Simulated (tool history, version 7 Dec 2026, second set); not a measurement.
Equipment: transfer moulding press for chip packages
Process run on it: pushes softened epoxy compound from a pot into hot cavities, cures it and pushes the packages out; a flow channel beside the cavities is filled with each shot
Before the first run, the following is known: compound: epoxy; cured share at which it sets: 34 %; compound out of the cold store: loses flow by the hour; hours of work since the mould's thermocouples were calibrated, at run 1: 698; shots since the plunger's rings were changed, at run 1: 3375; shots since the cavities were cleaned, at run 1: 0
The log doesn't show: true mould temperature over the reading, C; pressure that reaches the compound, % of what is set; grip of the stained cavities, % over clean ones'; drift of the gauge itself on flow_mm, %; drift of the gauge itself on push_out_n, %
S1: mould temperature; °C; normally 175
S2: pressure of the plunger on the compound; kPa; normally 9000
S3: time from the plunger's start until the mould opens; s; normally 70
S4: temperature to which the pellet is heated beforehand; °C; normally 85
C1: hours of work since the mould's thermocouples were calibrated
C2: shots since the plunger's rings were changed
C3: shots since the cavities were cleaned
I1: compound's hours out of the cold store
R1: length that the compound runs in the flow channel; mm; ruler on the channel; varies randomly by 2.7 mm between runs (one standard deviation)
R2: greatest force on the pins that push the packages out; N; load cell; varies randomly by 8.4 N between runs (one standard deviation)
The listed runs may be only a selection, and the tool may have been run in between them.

{"run": 1, "day": 0.0, "S1": 175, "S2": 9000, "S3": 70, "S4": 85, "C1": 698, "C2": 3375, "C3": 0, "I1": 8.2, "R1": 554, "R2": 353}
{"run": 2, "day": 1.342, "S1": 175, "S2": 9000, "S3": 70, "S4": 85, "C1": 721, "C2": 3916, "C3": 541, "I1": 33, "R1": 511, "R2": 547}
{"day": 2.454, "done": "cavities cleaned with cleaning compound and waxed"}
{"run": 3, "day": 2.888, "S1": 171, "S2": 9000, "S3": 70, "S4": 85, "C1": 746, "C2": 4517, "C3": 176, "I1": 46.3, "R1": 494, "R2": 587}
{"day": 4.908, "done": "cavities cleaned with cleaning compound and waxed"}
{"run": 4, "day": 5.325, "S1": 171, "S2": 9000, "S3": 70, "S4": 85, "C1": 786, "C2": 5475, "C3": 168, "I1": 33.8, "R1": 510, "R2": 579}
{"day": 5.971, "done": "mould's thermocouples calibrated"}
{"day": 6.075, "done": "plunger's sealing rings changed"}
{"run": 5, "day": 7.142, "S1": 171, "S2": 9000, "S3": 70, "S4": 85, "C1": 18, "C2": 431, "C3": 826, "I1": 10.8, "R1": 589, "R2": 878}
{"day": 7.65, "done": "cavities cleaned with cleaning compound and waxed"}
{"run": 6, "day": 9.075, "S1": 175, "S2": 9000, "S3": 70, "S4": 85, "C1": 49, "C2": 1186, "C3": 574, "I1": 8.1, "R1": 568, "R2": 632}
{"day": 10.283, "done": "cavities cleaned with cleaning compound and waxed"}
{"run": 7, "day": 10.438, "S1": 175, "S2": 9000, "S3": 72, "S4": 85, "C1": 71, "C2": 1712, "C3": 63, "I1": 44.6, "R1": 511, "R2": 371}
{"day": 12.758, "done": "cavities cleaned with cleaning compound and waxed"}
{"run": 8, "day": 12.854, "S1": 175, "S2": 9000, "S3": 70, "S4": 85, "C1": 111, "C2": 2663, "C3": 39, "I1": 20.5, "R1": 536, "R2": 412}
{"run": 9, "day": 14.746, "S1": 175, "S2": 9000, "S3": 70, "S4": 85, "C1": 142, "C2": 3426, "C3": 802, "I1": 11.5, "R1": 548, "R2": 665}
{"day": 15.204, "done": "cavities cleaned with cleaning compound and waxed"}
{"run": 10, "day": 16.571, "S1": 175, "S2": 9000, "S3": 70, "S4": 87, "C1": 172, "C2": 4138, "C3": 552, "I1": 9.9, "R1": 552, "R2": 661}
{"day": 17.667, "done": "cavities cleaned with cleaning compound and waxed"}
{"run": 11, "day": 17.988, "S1": 175, "S2": 9000, "S3": 70, "S4": 87, "C1": 195, "C2": 4685, "C3": 130, "I1": 34.6, "R1": 505, "R2": 461}
{"day": 20.154, "done": "cavities cleaned with cleaning compound and waxed"}
{"day": 20.546, "done": "plunger's sealing rings changed"}
{"run": 12, "day": 20.546, "S1": 175, "S2": 9000, "S3": 70, "S4": 87, "C1": 235, "C2": 0, "C3": 115, "I1": 43.4, "R1": 518, "R2": 433}
{"run": 13, "day": 21.971, "S1": 175, "S2": 9000, "S3": 84, "S4": 87, "C1": 259, "C2": 576, "C3": 691, "I1": 26.2, "R1": 539, "R2": 430}
{"day": 22.812, "done": "cavities cleaned with cleaning compound and waxed"}
{"run": 14, "day": 24.35, "S1": 175, "S2": 7710, "S3": 84, "S4": 76, "C1": 297, "C2": 1512, "C3": 621, "I1": 42.9, "R1": 474, "R2": 413}
{"day": 25.417, "done": "cavities cleaned with cleaning compound and waxed"}
{"run": 15, "day": 25.825, "S1": 175, "S2": 7460, "S3": 70, "S4": 79, "C1": 321, "C2": 2081, "C3": 164, "I1": 13.3, "R1": 507, "R2": 521}
{"run": 16, "day": 27.308, "S1": 175, "S2": 10540, "S3": 109, "S4": 80, "C1": 346, "C2": 2680, "C3": 763, "I1": 28.2, "R1": 571, "R2": 351}
{"day": 27.904, "done": "cavities cleaned with cleaning compound and waxed"}
{"run": 17, "day": 29.438, "S1": 171, "S2": 8490, "S3": 71, "S4": 80, "C1": 381, "C2": 3516, "C3": 619, "I1": 31.7, "R1": 504, "R2": 793}
{"day": 30.442, "done": "cavities cleaned with cleaning compound and waxed"}
{"run": 18, "day": 30.55, "S1": 182, "S2": 9000, "S3": 60, "S4": 90, "C1": 398, "C2": 3939, "C3": 43, "I1": 46.1, "R1": 480, "R2": 357}
{"run": 19, "day": 31.842, "S1": 168, "S2": 9000, "S3": 70, "S4": 85, "C1": 420, "C2": 4461, "C3": 565, "I1": 22.6, "R1": 534, "R2": 959}
{"day": 32.938, "done": "cavities cleaned with cleaning compound and waxed"}
{"run": 20, "day": 33.717, "S1": 183, "S2": 9000, "S3": 70, "S4": 85, "C1": 450, "C2": 5193, "C3": 315, "I1": 36.6, "R1": 485, "R2": 358}

Predict each of these 3 candidate next runs independently; none follows another, all start after run 20:
{"day": 34.988, "done": "plunger's sealing rings changed"}
{"run": "A", "day": 35.133, "S1": 183, "S2": 10460, "S3": 70, "S4": 85, "C1": 472, "C2": 60, "C3": 846, "I1": 15.7, "R1": "?", "R2": "?"}
{"day": 34.988, "done": "plunger's sealing rings changed"}
{"run": "B", "day": 35.133, "S1": 178, "S2": 7260, "S3": 70, "S4": 85, "C1": 472, "C2": 60, "C3": 846, "I1": 45.6, "R1": "?", "R2": "?"}
{"day": 34.988, "done": "plunger's sealing rings changed"}
{"run": "C", "day": 35.133, "S1": 183, "S2": 7200, "S3": 70, "S4": 85, "C1": 472, "C2": 60, "C3": 846, "I1": 28, "R1": "?", "R2": "?"}

run=A R1=591 R2=406
run=B R1=459 R2=500
run=C R1=475 R2=398
What these runs would have given with no unlogged condition in the tool:
run=A R1=594 R2=238
run=B R1=461 R2=302
run=C R1=477 R2=230

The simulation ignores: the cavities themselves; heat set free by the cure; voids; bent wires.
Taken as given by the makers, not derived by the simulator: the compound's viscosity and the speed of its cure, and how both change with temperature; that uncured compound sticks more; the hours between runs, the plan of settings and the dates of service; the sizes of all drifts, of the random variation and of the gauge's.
